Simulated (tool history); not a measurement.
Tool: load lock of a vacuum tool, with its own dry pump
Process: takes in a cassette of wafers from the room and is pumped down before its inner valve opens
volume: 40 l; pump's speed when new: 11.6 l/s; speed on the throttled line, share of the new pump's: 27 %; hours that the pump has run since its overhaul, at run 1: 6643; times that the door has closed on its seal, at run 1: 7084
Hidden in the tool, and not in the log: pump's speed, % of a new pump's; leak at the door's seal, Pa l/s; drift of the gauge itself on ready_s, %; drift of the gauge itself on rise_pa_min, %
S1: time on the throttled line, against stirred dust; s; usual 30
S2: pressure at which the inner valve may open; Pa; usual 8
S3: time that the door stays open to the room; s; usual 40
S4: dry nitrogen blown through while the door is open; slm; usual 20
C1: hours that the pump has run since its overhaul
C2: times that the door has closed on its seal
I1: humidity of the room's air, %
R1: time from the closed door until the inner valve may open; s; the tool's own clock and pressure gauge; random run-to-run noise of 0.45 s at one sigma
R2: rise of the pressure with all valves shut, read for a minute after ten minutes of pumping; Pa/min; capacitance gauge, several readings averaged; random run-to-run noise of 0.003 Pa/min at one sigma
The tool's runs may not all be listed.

run 1 day=0.000 | S1=30 S2=8 S3=40 S4=20 | C1=6643 C2=7084 | I1=42.1 | R1=56.8 R2=0.051
run 2 day=2.825 | S1=30 S2=8 S3=40 S4=20 | C1=6711 C2=7215 | I1=41.9 | R1=56.3 R2=0.053
run 3 day=6.396 | S1=17 S2=8 S3=40 S4=20 | C1=6797 C2=7380 | I1=46.1 | R1=47.9 R2=0.049
run 4 day=10.262 | S1=17 S2=8 S3=40 S4=20 | C1=6889 C2=7558 | I1=46.9 | R1=47.2 R2=0.054
run 5 day=12.879 | S1=17 S2=8 S3=40 S4=20 | C1=6952 C2=7679 | I1=44.2 | R1=46.5 R2=0.051
run 6 day=15.250 | S1=17 S2=8 S3=40 S4=20 | C1=7009 C2=7788 | I1=46.3 | R1=47.3 R2=0.046
run 7 day=19.154 | S1=17 S2=8 S3=40 S4=20 | C1=7103 C2=7968 | I1=45.2 | R1=47.1 R2=0.049
run 8 day=21.354 | S1=30 S2=8 S3=40 S4=20 | C1=7156 C2=8070 | I1=49.1 | R1=56.1 R2=0.055
run 9 day=25.771 | S1=30 S2=8 S3=40 S4=20 | C1=7262 C2=8274 | I1=42.4 | R1=56.9 R2=0.051
run 10 day=28.488 | S1=30 S2=8 S3=40 S4=20 | C1=7327 C2=8399 | I1=45.4 | R1=56.7 R2=0.059
run 11 day=33.175 | S1=22 S2=8 S3=40 S4=20 | C1=7439 C2=8615 | I1=45.2 | R1=50.3 R2=0.058
run 12 day=37.296 | S1=22 S2=8 S3=40 S4=20 | C1=7538 C2=8805 | I1=46.1 | R1=51.1 R2=0.054
run 13 day=40.771 | S1=22 S2=8 S3=40 S4=5 | C1=7622 C2=8966 | I1=43.4 | R1=51.8 R2=0.064
run 14 day=44.033 | S1=30 S2=8 S3=40 S4=20 | C1=7700 C2=9116 | I1=46.1 | R1=56.3 R2=0.058
run 15 day=48.675 | S1=17 S2=8 S3=40 S4=20 | C1=7811 C2=9331 | I1=44.3 | R1=48.2 R2=0.055
run 16 day=53.275 | S1=17 S2=8 S3=40 S4=20 | C1=7922 C2=9543 | I1=45.9 | R1=47.7 R2=0.061
run 17 day=56.942 | S1=17 S2=8 S3=40 S4=14 | C1=8010 C2=9712 | I1=48.1 | R1=47.2 R2=0.063
run 18 day=61.108 | S1=17 S2=8 S3=40 S4=14 | C1=8110 C2=9904 | I1=42.8 | R1=47.4 R2=0.067
run 19 day=63.312 | S1=17 S2=8 S3=40 S4=14 | C1=8163 C2=10006 | I1=42.6 | R1=47.1 R2=0.068
run 20 day=65.550 | S1=35 S2=8 S3=40 S4=5 | C1=8216 C2=10109 | I1=45.7 | R1=60.1 R2=0.072
run 21 day=69.438 | S1=35 S2=8 S3=40 S4=5 | C1=8310 C2=10289 | I1=46.6 | R1=60.7 R2=0.075
run 22 day=73.362 | S1=35 S2=8 S3=40 S4=5 | C1=8404 C2=10470 | I1=46.4 | R1=60.8 R2=0.069
run 23 day=77.329 | S1=30 S2=8 S3=36 S4=20 | C1=8499 C2=10653 | I1=43.8 | R1=57.1 R2=0.060
run 24 day=81.012 | S1=59 S2=6 S3=143 S4=20 | C1=8587 C2=10823 | I1=48.0 | R1=78.4 R2=0.102
run 25 day=83.404 | S1=59 S2=6 S3=143 S4=20 | C1=8645 C2=10933 | I1=44.4 | R1=78.2 R2=0.101
run 26 day=87.308 | S1=59 S2=6 S3=143 S4=20 | C1=8739 C2=11113 | I1=45.0 | R1=78.2 R2=0.097
run 27 day=91.221 | S1=33 S2=8 S3=52 S4=13 | C1=8832 C2=11294 | I1=46.7 | R1=58.4 R2=0.084
run 28 day=96.071 | S1=33 S2=8 S3=52 S4=13 | C1=8949 C2=11518 | I1=44.8 | R1=59.8 R2=0.083
run 29 day=100.979 | S1=29 S2=15 S3=222 S4=14 | C1=9067 C2=11744 | I1=43.4 | R1=53.8 R2=0.130
run 30 day=104.238 | S1=15 S2=13 S3=43 S4=30 | C1=9145 C2=11895 | I1=45.4 | R1=44.0 R2=0.073
run 31 day=108.592 | S1=30 S2=10 S3=40 S4=20 | C1=9249 C2=12096 | I1=45.1 | R1=56.1 R2=0.077
run 32 day=112.208 | S1=30 S2=8 S3=40 S4=20 | C1=9336 C2=12262 | I1=48.4 | R1=56.5 R2=0.078
run 33 day=115.338 | S1=33 S2=10 S3=99 S4=20 | C1=9411 C2=12407 | I1=45.8 | R1=57.3 R2=0.096
run 34 day=119.142 | S1=30 S2=8 S3=40 S4=20 | C1=9503 C2=12582 | I1=42.9 | R1=56.9 R2=0.078
run 35 day=122.975 | S1=19 S2=8 S3=82 S4=39 | C1=9595 C2=12759 | I1=42.6 | R1=50.0 R2=0.076
run 36 day=125.675 | S1=29 S2=8 S3=82 S4=6 | C1=9659 C2=12884 | I1=45.3 | R1=56.3 R2=0.107

4 ways to go on from here, each from the tool as it stands after run 36. What would each give?
run A day=130.033 | S1=20 S2=8 S3=40 S4=8 | C1=9764 C2=13085 | I1=44.8 | R1=? R2=?
run B day=130.033 | S1=30 S2=8 S3=128 S4=27 | C1=9764 C2=13085 | I1=47.6 | R1=? R2=?
run C day=130.033 | S1=44 S2=10 S3=82 S4=36 | C1=9764 C2=13085 | I1=44.3 | R1=? R2=?
run D day=130.033 | S1=30 S2=8 S3=40 S4=15 | C1=9764 C2=13085 | I1=44.4 | R1=? R2=?

run=A R1=50.4 R2=0.092
run=B R1=57.7 R2=0.099
run=C R1=65.4 R2=0.084
run=D R1=57.1 R2=0.085
Without the tool's unlogged condition, the same runs would have read:
run=A R1=47.9 R2=0.034
run=B R1=55.3 R2=0.041
run=C R1=63.5 R2=0.025
run=D R1=54.7 R2=0.026

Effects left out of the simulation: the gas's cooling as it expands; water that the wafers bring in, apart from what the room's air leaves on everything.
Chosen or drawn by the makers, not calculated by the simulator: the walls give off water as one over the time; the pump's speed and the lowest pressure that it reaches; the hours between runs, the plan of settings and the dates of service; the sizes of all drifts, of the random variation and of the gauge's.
